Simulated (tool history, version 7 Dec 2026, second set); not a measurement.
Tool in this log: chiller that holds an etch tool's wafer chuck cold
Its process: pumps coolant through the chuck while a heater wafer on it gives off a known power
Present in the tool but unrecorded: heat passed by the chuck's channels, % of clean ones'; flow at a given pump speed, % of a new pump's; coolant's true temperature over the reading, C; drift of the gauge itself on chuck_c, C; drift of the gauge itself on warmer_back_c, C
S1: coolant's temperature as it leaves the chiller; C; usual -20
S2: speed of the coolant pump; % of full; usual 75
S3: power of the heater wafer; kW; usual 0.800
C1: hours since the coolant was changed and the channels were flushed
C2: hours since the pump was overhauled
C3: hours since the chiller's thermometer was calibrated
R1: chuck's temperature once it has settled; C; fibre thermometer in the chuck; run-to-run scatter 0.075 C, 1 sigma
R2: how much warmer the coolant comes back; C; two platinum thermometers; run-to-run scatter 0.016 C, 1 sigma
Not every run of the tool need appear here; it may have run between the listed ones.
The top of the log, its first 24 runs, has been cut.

run,day,S1,S2,S3,C1,C2,C3,R1,R2
25,132.775,-16,81,0.657,1443,427,277,-9.98,1.88
26,137.900,-16,81,0.657,1566,550,400,-10.23,1.88
27,142.358,-11,82,0.542,1673,657,507,-6.29,1.55
28,148.658,-11,82,0.542,1825,808,658,-6.36,1.56
29,156.725,-20,100,0.800,2018,1001,852,-14.11,1.85
30,162.254,-10,67,0.497,2151,1134,985,-4.77,1.76
31,168.150,-16,75,0.800,2292,1276,1126,-8.31,2.51
32,173.704,-16,75,0.800,2426,1409,1259,-8.23,2.54

Predict each of these 3 candidate next runs independently; none follows another, all start after run 32:
A,181.112,-16,62,0.713,2604,1587,1437,?,?
B,181.112,-17,75,0.931,2604,1587,1437,?,?
C,181.112,-13,61,0.800,2604,1587,1437,?,?

run,R1,R2
A,-7.65,2.75
B,-7.92,2.97
C,-3.59,3.11
With no hidden state in the tool, these same runs would have given:
run,R1,R2
A,-8.15,2.68
B,-8.51,2.89
C,-4.23,3.02
